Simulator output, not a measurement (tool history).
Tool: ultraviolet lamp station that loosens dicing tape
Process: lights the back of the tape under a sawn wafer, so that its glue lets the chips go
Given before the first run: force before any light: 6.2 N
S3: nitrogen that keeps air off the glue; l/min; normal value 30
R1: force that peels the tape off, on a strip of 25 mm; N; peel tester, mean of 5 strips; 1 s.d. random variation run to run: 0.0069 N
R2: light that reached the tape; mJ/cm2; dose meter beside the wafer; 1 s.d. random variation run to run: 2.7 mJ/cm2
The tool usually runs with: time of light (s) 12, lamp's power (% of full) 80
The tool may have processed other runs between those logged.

Run 1, hour 0.0: usual settings. Result: R1 0.313 N, R2 307 mJ/cm2.
Run 2, hour 16.6: usual settings. Result: R1 0.310 N, R2 303 mJ/cm2.
Run 3, hour 43.3: usual settings. Result: R1 0.325 N, R2 305 mJ/cm2.
Run 4, hour 72.5: usual settings. Result: R1 0.319 N, R2 299 mJ/cm2.
Run 5, hour 91.5: usual settings but lamp's power (% of full) 96. Result: R1 0.232 N, R2 363 mJ/cm2.
Run 6, hour 111.2: usual settings but lamp's power (% of full) 96. Result: R1 0.215 N, R2 358 mJ/cm2.
Run 7, hour 145.6: usual settings but lamp's power (% of full) 96. Result: R1 0.235 N, R2 355 mJ/cm2.
Run 8, hour 176.9: usual settings but lamp's power (% of full) 87. Result: R1 0.282 N, R2 321 mJ/cm2.
Run 9, hour 210.9: usual settings but time of light (s) 24, lamp's power (% of full) 87. Result: R1 0.116 N, R2 639 mJ/cm2.
Run 10, hour 240.4: usual settings but time of light (s) 24, lamp's power (% of full) 87. Result: R1 0.116 N, R2 630 mJ/cm2.
Run 11, hour 256.0: usual settings. Result: R1 0.366 N, R2 288 mJ/cm2.
Run 12, hour 276.6: usual settings. Result: R1 0.354 N, R2 287 mJ/cm2.
Run 13, hour 304.0: usual settings. Result: R1 0.368 N, R2 285 mJ/cm2.
Run 14, hour 337.3: usual settings. Result: R1 0.369 N, R2 283 mJ/cm2.
Run 15, hour 354.7: usual settings but time of light (s) 7. Result: R1 1.098 N, R2 162 mJ/cm2.
At hour 386.6: window cleaned of glue's vapour.
Run 16, hour 386.8: usual settings but time of light (s) 7. Result: R1 0.976 N, R2 176 mJ/cm2.
Run 17, hour 413.5: usual settings but time of light (s) 16, S3 22 l/min. Result: R1 0.222 N, R2 395 mJ/cm2.
Run 18, hour 443.8: usual settings but time of light (s) 9, lamp's power (% of full) 99, S3 12 l/min. Result: R1 0.807 N, R2 278 mJ/cm2.
Run 19, hour 477.2: usual settings but time of light (s) 11, lamp's power (% of full) 95, S3 21 l/min. Result: R1 0.385 N, R2 322 mJ/cm2.
Run 20, hour 510.6: usual settings but time of light (s) 14, lamp's power (% of full) 60, S3 59 l/min. Result: R1 0.318 N, R2 259 mJ/cm2.
Run 21, hour 544.7: usual settings but S3 32 l/min. Result: R1 0.355 N, R2 291 mJ/cm2.
Run 22, hour 567.7: usual settings but time of light (s) 9, lamp's power (% of full) 68, S3 21 l/min. Result: R1 1.089 N, R2 182 mJ/cm2.
Run 23, hour 600.1: usual settings but lamp's power (% of full) 95, S3 21 l/min. Result: R1 0.325 N, R2 343 mJ/cm2.
Run 24, hour 622.1: usual settings but lamp's power (% of full) 95, S3 21 l/min. Result: R1 0.311 N, R2 338 mJ/cm2.
Run 25, hour 646.2: usual settings but lamp's power (% of full) 95, S3 21 l/min. Result: R1 0.329 N, R2 342 mJ/cm2.
Run 26, hour 662.1: usual settings but lamp's power (% of full) 95, S3 21 l/min. Result: R1 0.344 N, R2 339 mJ/cm2.
Run 27, hour 685.6: usual settings but lamp's power (% of full) 99, S3 22 l/min. Result: R1 0.307 N, R2 349 mJ/cm2.
Run 28, hour 720.2: usual settings but lamp's power (% of full) 92, S3 14 l/min. Result: R1 0.490 N, R2 320 mJ/cm2.
Run 29, hour 736.9: usual settings but lamp's power (% of full) 92, S3 14 l/min. Result: R1 0.519 N, R2 319 mJ/cm2.
Run 30, hour 757.4: usual settings but lamp's power (% of full) 65, S3 33 l/min. Result: R1 0.572 N, R2 219 mJ/cm2.
Run 31, hour 787.4: usual settings but time of light (s) 8. Result: R1 0.890 N, R2 180 mJ/cm2.
Run 32, hour 808.9: usual settings but time of light (s) 10, lamp's power (% of full) 83, S3 46 l/min. Result: R1 0.415 N, R2 234 mJ/cm2.

Forecast each of these 5 alternatives for the next run:
Run A, hour 839.6: usual settings but time of light (s) 7, lamp's power (% of full) 84, S3 58 l/min. Result: R1 ?, R2 ?.
Run B, hour 839.6: usual settings but lamp's power (% of full) 83, S3 46 l/min. Result: R1 ?, R2 ?.
Run C, hour 839.6: usual settings but time of light (s) 16, lamp's power (% of full) 66, S3 13 l/min. Result: R1 ?, R2 ?.
Run D, hour 839.6: usual settings but lamp's power (% of full) 79, S3 51 l/min. Result: R1 ?, R2 ?.
Run E, hour 839.6: usual settings but time of light (s) 9, lamp's power (% of full) 83, S3 28 l/min. Result: R1 ?, R2 ?.

run     R1   R2
  A  0.778  168
  B  0.297  286
  C  0.665  300
  D  0.319  271
  E  0.716  209
What these runs would have given with no unlogged condition in the tool:
run     R1   R2
  A  0.465  215
  B  0.181  367
  C  0.389  385
  D  0.193  348
  E  0.424  269
